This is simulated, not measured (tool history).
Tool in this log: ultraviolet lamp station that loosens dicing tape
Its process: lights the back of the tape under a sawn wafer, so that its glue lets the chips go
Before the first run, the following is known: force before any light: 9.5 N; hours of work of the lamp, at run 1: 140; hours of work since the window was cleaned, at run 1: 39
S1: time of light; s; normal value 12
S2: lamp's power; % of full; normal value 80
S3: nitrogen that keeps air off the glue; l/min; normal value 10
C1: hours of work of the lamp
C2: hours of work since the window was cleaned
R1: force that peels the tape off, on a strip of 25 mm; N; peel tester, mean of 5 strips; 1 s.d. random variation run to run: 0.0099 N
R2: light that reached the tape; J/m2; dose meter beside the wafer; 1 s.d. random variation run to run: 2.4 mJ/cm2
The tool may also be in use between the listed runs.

run	hour	S1	S2	S3	C1	C2	R1	R2
1	0.0	12	80	10	140	39	0.551	2480
2	5.8	12	82	10	143	42	0.500	2510
3	15.2	12	82	10	149	48	0.508	2470
4	24.5	12	80	10	155	53	0.536	2420
5	34.9	12	80	10	161	60	0.562	2420
6	39.4	12	80	10	164	62	0.546	2400
7	44.7	12	85	10	167	66	0.492	2520
8	55.5	12	85	10	173	72	0.482	2540
9	65.4	12	85	10	179	78	0.480	2530
10	73.9	12	77	10	184	83	0.648	2290
11	83.2	12	77	10	190	89	0.652	2260
12	90.2	12	77	10	194	93	0.658	2260
13	97.4	11	80	10	199	98	0.742	2150
14	107.5	11	80	10	205	104	0.758	2170
15	112.8	12	80	10	208	107	0.603	2340
16	118.7	12	81	10	212	110	0.600	2350
17	127.9	12	80	10	217	116	0.607	2340
18	137.5	6	80	10	223	122	2.423	1160
19	144.6	12	80	10	227	126	0.647	2290
20	154.1	12	80	10	233	132	0.642	2300
21	160.2	12	80	10	237	136	0.633	2300
22	168.2	12	80	10	242	140	0.664	2290
23	174.9	12	80	10	246	144	0.673	2210
24	184.2	12	80	10	251	150	0.682	2230
25	191.5	6	67	8	256	154	3.253	910
26	198.2	20	72	11	260	159	0.197	3370
27	204.8	9	70	16	264	163	1.206	1460
28	214.0	12	80	12	269	168	0.594	2170
# hour 215.0: window cleaned of glue's vapour
29	223.0	22	68	18	274	5	0.149	3290
30	232.3	7	80	12	280	10	2.010	1220
# hour 237.0: window cleaned of glue's vapour, once more
31	237.7	12	90	19	283	0	0.226	2710
32	247.8	7	75	8	289	7	2.264	1320
33	258.2	7	75	8	295	13	2.201	1270
34	265.8	12	80	12	300	17	0.531	2350
35	272.8	12	80	17	304	22	0.360	2340
36	280.5	22	68	18	309	26	0.111	3640
37	286.3	22	94	14	312	30	0.080	5060
38	290.8	22	80	14	315	33	0.082	4260
39	296.5	22	80	14	319	36	0.094	4260
40	305.7	22	80	14	324	42	0.096	4220
41	314.2	12	68	19	329	47	0.522	1930

Hidden state or all else? Some run-to-run changes of R1, split into what the settings, what came in and random variation would give without the hidden state, and what is left for the hidden state (with any gauge scatter that isn't in both results):
The hidden state here: lamp's light, % of a new lamp's; light that the window lets through, % of a clean one's; drift of the gauge itself on peel_n, %; drift of the gauge itself on dose_mj_cm2, %.
Run 24 -> 25: S1 12 -> 6, S2 80 -> 67, S3 10 -> 8. R1 +2.571 N: hidden state +0.331, all else +2.240.
Run 25 -> 26: S1 6 -> 20, S2 67 -> 72, S3 8 -> 11. R1 -3.056 N: hidden state -0.498, all else -2.558.
Run 29 -> 30: S1 22 -> 7, S2 68 -> 80, S3 18 -> 12. R1 +1.861 N: hidden state +0.641, all else +1.220.
Run 30 -> 31: S1 7 -> 12, S2 80 -> 90, S3 12 -> 19, window cleaned of glue's vapour, once more. R1 -1.784 N: hidden state -0.638, all else -1.146.
Run 31 -> 32: S1 12 -> 7, S2 90 -> 75, S3 19 -> 8. R1 +2.038 N: hidden state +0.279, all else +1.759.
